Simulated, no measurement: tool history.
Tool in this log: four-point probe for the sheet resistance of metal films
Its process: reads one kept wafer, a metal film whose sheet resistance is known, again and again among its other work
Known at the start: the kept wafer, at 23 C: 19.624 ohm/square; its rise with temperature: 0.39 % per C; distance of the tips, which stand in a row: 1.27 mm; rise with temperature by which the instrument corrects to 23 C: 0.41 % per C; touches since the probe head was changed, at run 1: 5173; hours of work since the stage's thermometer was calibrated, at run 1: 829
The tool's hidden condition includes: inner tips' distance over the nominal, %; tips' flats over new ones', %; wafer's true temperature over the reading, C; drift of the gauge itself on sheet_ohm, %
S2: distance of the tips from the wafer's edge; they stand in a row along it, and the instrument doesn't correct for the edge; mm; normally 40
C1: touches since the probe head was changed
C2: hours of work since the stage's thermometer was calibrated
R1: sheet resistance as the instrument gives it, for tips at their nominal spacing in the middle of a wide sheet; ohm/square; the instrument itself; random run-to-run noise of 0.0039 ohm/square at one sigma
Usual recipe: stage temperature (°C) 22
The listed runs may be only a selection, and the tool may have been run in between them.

run 1 hour=0 | stage_temperature_(°C)=22 S2=40 | C1=5173 C2=829 | R1=19.516203
run 2 hour=126.4 | stage_temperature_(°C)=22 S2=40 | C1=6802 C2=882 | R1=19.512532
run 3 hour=196.2 | stage_temperature_(°C)=22 S2=40 | C1=7702 C2=911 | R1=19.51615
run 4 hour=279.1 | stage_temperature_(°C)=22 S2=40 | C1=8770 C2=946 | R1=19.501332
run 5 hour=422.4 | stage_temperature_(°C)=22 S2=40 | C1=10619 C2=1007 | R1=19.506969
run 6 hour=488.3 | stage_temperature_(°C)=22 S2=12 | C1=11468 C2=1035 | R1=19.609092
run 7 hour=627.1 | stage_temperature_(°C)=22 S2=12 | C1=13258 C2=1093 | R1=19.605973
run 8 hour=754.1 | stage_temperature_(°C)=22 S2=12 | C1=14894 C2=1147 | R1=19.599235
run 9 hour=889.7 | stage_temperature_(°C)=22 S2=40 | C1=16642 C2=1204 | R1=19.482605
-- hour=900.9 stage's thermometer calibrated
run 10 hour=955.9 | stage_temperature_(°C)=27 S2=31 | C1=17490 C2=23 | R1=19.467153

Forecast run 11:
run 11 hour=1065.5 | stage_temperature_(°C)=21 S2=31 | C1=18903 C2=69 | R1=?

R1: 19.493213 ohm/square
Minus the tool's unlogged condition, the same run would have read R1 19.651555 ohm/square.
